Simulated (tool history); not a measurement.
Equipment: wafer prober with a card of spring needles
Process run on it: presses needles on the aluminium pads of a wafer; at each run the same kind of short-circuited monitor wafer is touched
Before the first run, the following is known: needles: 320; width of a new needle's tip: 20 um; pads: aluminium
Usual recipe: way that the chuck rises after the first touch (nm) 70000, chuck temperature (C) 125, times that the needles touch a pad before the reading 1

| run | hour | way that the chuck rises after the first touch (nm) | chuck temperature (C) | times that the needles touch a pad before the reading | resistance of one needle with its contact and lead (mohm) | way that a needle slides on the pad (nm) |
|---|---|---|---|---|---|---|
| 1 | 0.0 | 70000 | 125 | 1 | 246 | 11630 |
|  | 7.9 | tips cleaned on abrasive film |
| 2 | 10.6 | 70000 | 125 | 1 | 246 | 11580 |
| 3 | 17.5 | 70000 | 125 | 1 | 244 | 11620 |
|  | 18.6 | tips cleaned on abrasive film |
|  | 30.1 | tips cleaned on abrasive film |
| 4 | 31.7 | 70000 | 125 | 1 | 246 | 11630 |
| 5 | 38.5 | 70000 | 125 | 2 | 247 | 11670 |
|  | 41.5 | tips cleaned on abrasive film |
| 6 | 49.2 | 70000 | 94 | 2 | 240 | 11630 |
|  | 52.6 | tips cleaned on abrasive film |
| 7 | 61.9 | 70000 | 94 | 2 | 241 | 11660 |
|  | 63.4 | tips cleaned on abrasive film |
|  | 74.6 | tips cleaned on abrasive film |
| 8 | 76.3 | 70000 | 94 | 2 | 238 | 11610 |
| 9 | 84.9 | 70000 | 94 | 2 | 239 | 11620 |
|  | 85.7 | tips cleaned on abrasive film |
|  | 97.5 | tips cleaned on abrasive film |
| 10 | 99.5 | 70000 | 40 | 1 | 226 | 11610 |
|  | 108.7 | tips cleaned on abrasive film |
| 11 | 111.5 | 70000 | 40 | 1 | 227 | 11660 |
|  | 119.8 | tips cleaned on abrasive film |
| 12 | 121.5 | 70000 | 125 | 1 | 248 | 11610 |
|  | 130.6 | tips cleaned on abrasive film |
| 13 | 132.0 | 70000 | 125 | 2 | 245 | 11640 |
|  | 142.1 | tips cleaned on abrasive film |
| 14 | 145.9 | 70000 | 52 | 2 | 232 | 11630 |
|  | 152.6 | height of the first contact set anew |
| 15 | 152.6 | 70000 | 52 | 2 | 231 | 11650 |
|  | 153.8 | tips cleaned on abrasive film |
| 16 | 160.4 | 70000 | 125 | 1 | 248 | 11580 |
|  | 165.3 | tips cleaned on abrasive film |
| 17 | 169.9 | 70000 | 125 | 1 | 249 | 11620 |
|  | 176.7 | tips cleaned on abrasive film |
| 18 | 180.5 | 70000 | 125 | 1 | 249 | 11650 |
|  | 187.7 | tips cleaned on abrasive film |
| 19 | 194.6 | 57000 | 125 | 1 | 255 | 9480 |
|  | 198.9 | tips cleaned on abrasive film |
| 20 | 207.8 | 57000 | 125 | 1 | 251 | 9460 |
|  | 209.7 | tips cleaned on abrasive film |
| 21 | 215.1 | 70000 | 41 | 3 | 228 | 11670 |
|  | 220.4 | tips cleaned on abrasive film |
| 22 | 225.0 | 70000 | 41 | 3 | 229 | 11600 |
|  | 231.7 | tips cleaned on abrasive film |
| 23 | 235.7 | 50000 | 81 | 1 | 243 | 8310 |
|  | 242.8 | tips cleaned on abrasive film |
| 24 | 246.7 | 50000 | 81 | 1 | 246 | 8330 |
|  | 254.4 | tips cleaned on abrasive film |
| 25 | 254.4 | 50000 | 46 | 1 | 235 | 8280 |
| 26 | 261.8 | 50000 | 46 | 1 | 237 | 8320 |
|  | 265.5 | tips cleaned on abrasive film |
| 27 | 271.7 | 59000 | 32 | 1 | 227 | 9810 |
|  | 276.4 | tips cleaned on abrasive film |
| 28 | 277.9 | 71000 | 28 | 2 | 228 | 11780 |
|  | 287.6 | tips cleaned on abrasive film |
| 29 | 292.6 | 57000 | 69 | 2 | 239 | 9430 |
|  | 298.8 | tips cleaned on abrasive film |
| 30 | 304.5 | 52000 | 69 | 3 | 239 | 8630 |
|  | 310.0 | tips cleaned on abrasive film |
| 31 | 318.5 | 52000 | 75 | 1 | 243 | 8650 |
|  | 321.3 | tips cleaned on abrasive film |
|  | 333.0 | tips cleaned on abrasive film |
| 32 | 333.1 | 60000 | 75 | 1 | 242 | 9960 |
|  | 343.8 | tips cleaned on abrasive film |
| 33 | 344.3 | 70000 | 36 | 1 | 232 | 11640 |

Some steps in resistance of one needle with its contact and lead (mohm) between neighbouring runs. How much of each would the tool show without its hidden state too (settings, what came in, random variation), and how much is left for the hidden state, with any gauge scatter that isn't in both results?
The hidden state here: debris on the tips, nm; way that the needles fall short of the set height, um; tips' diameter, um; drift of the gauge itself on contact_mohm, %; drift of the gauge itself on scrub_um, %.
Run 1 -> 2: tips cleaned on abrasive film. resistance of one needle with its contact and lead (mohm) +0: hidden state -1, all else +1.
Run 2 -> 3: settings left as they were, no log entry in between. resistance of one needle with its contact and lead (mohm) -2: hidden state +1, all else -3.
Run 9 -> 10: chuck temperature (C) 94 -> 40, times that the needles touch a pad before the reading 2 -> 1, tips cleaned on abrasive film, tips cleaned on abrasive film. resistance of one needle with its contact and lead (mohm) -13: hidden state +1, all else -14.
Run 11 -> 12: chuck temperature (C) 40 -> 125, tips cleaned on abrasive film. resistance of one needle with its contact and lead (mohm) +21: hidden state +0, all else +21.
Run 15 -> 16: chuck temperature (C) 52 -> 125, times that the needles touch a pad before the reading 2 -> 1, tips cleaned on abrasive film. resistance of one needle with its contact and lead (mohm) +17: hidden state +0, all else +17.
Run 20 -> 21: way that the chuck rises after the first touch (nm) 57000 -> 70000, chuck temperature (C) 125 -> 41, times that the needles touch a pad before the reading 1 -> 3, tips cleaned on abrasive film. resistance of one needle with its contact and lead (mohm) -23: hidden state +0, all else -23.
